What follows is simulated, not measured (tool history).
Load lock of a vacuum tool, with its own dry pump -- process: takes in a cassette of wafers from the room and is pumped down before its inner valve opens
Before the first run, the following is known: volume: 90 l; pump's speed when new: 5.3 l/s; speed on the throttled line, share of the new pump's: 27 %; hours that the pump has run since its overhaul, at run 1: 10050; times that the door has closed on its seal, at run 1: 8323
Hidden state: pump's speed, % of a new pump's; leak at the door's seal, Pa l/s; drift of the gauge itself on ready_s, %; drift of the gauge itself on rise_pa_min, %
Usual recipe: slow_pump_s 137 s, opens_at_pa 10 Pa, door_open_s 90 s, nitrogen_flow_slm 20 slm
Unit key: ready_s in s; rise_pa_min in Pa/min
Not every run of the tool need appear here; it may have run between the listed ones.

run,hour,slow_pump_s,opens_at_pa,door_open_s,nitrogen_flow_slm,hours that the pump has run since its overhaul,times that the door has closed on its seal,"incoming humidity of the room's air, %",ready_s,rise_pa_min
1,0,137,10,90,20,10050,8323,44.6,267.7,0.043
2,140.8,137,10,90,20,10191,8815,46,265.9,0.041
3,440.7,137,19,90,20,10491,9861,43.4,253.5,0.048
4,629.2,137,10,90,5,10679,10519,46,269.9,0.054
5,884,137,10,90,5,10934,11408,47.2,267.3,0.067
6,1081,137,7,90,20,11131,12096,46.2,274.7,0.056
7,1387.9,137,7,90,20,11438,13167,47,275,0.052
8,1675,137,7,90,20,11725,14169,45.1,274.8,0.058
9,1942.4,137,7,162,20,11993,15102,46.5,276,0.066
10,2095.9,137,10,90,20,12146,15638,47.2,266.6,0.066
11,2319,137,10,90,20,12369,16416,42.3,271,0.068
12,2563.6,137,10,90,20,12614,17270,45.5,270.1,0.077
13,2718.3,137,10,90,20,12769,17810,46,270.3,0.074
14,2965.6,137,10,90,20,13016,18673,46.1,268.8,0.076
15,3099.6,137,10,90,20,13150,19140,49.7,270.5,0.075
16,3320.7,203,9,90,8,13371,19912,44.5,321.9,0.089
17,3539,203,9,48,8,13589,20674,42.6,318.5,0.075
18,3698.7,92,17,90,9,13749,21231,41.9,227.9,0.086
19,3940.2,92,17,90,9,13990,22074,47.5,229.5,0.1
20,4122.2,123,19,90,20,14172,22709,40.8,248.7,0.087
21,4301.2,159,17,42,40,14351,23334,42.9,274.1,0.078
22,4520.4,153,9,70,11,14571,24099,45.2,286.4,0.096
23,4647.5,153,9,70,11,14698,24542,44,286.4,0.093
24,4956.3,153,9,70,7,15007,25620,41.7,290.6,0.105
25,5234.7,127,11,80,7,15285,26592,46.3,260.3,0.117

Forecast each of these 5 alternatives for the next run:
A,5522.8,242,11,28,14,15573,27597,45.9,?,?
B,5522.8,77,11,80,7,15573,27597,42.4,?,?
C,5522.8,229,16,80,7,15573,27597,45.2,?,?
D,5522.8,125,10,90,20,15573,27597,43.4,?,?
E,5522.8,158,13,99,20,15573,27597,45.2,?,?

run,ready_s,rise_pa_min
A,343.3,0.096
B,226.4,0.109
C,329.9,0.111
D,264.4,0.103
E,283,0.103
With no hidden state in the tool, these same runs would have given:
run,ready_s,rise_pa_min
A,333.6,0.018
B,211.7,0.031
C,320.4,0.032
D,251.2,0.024
E,271.2,0.025
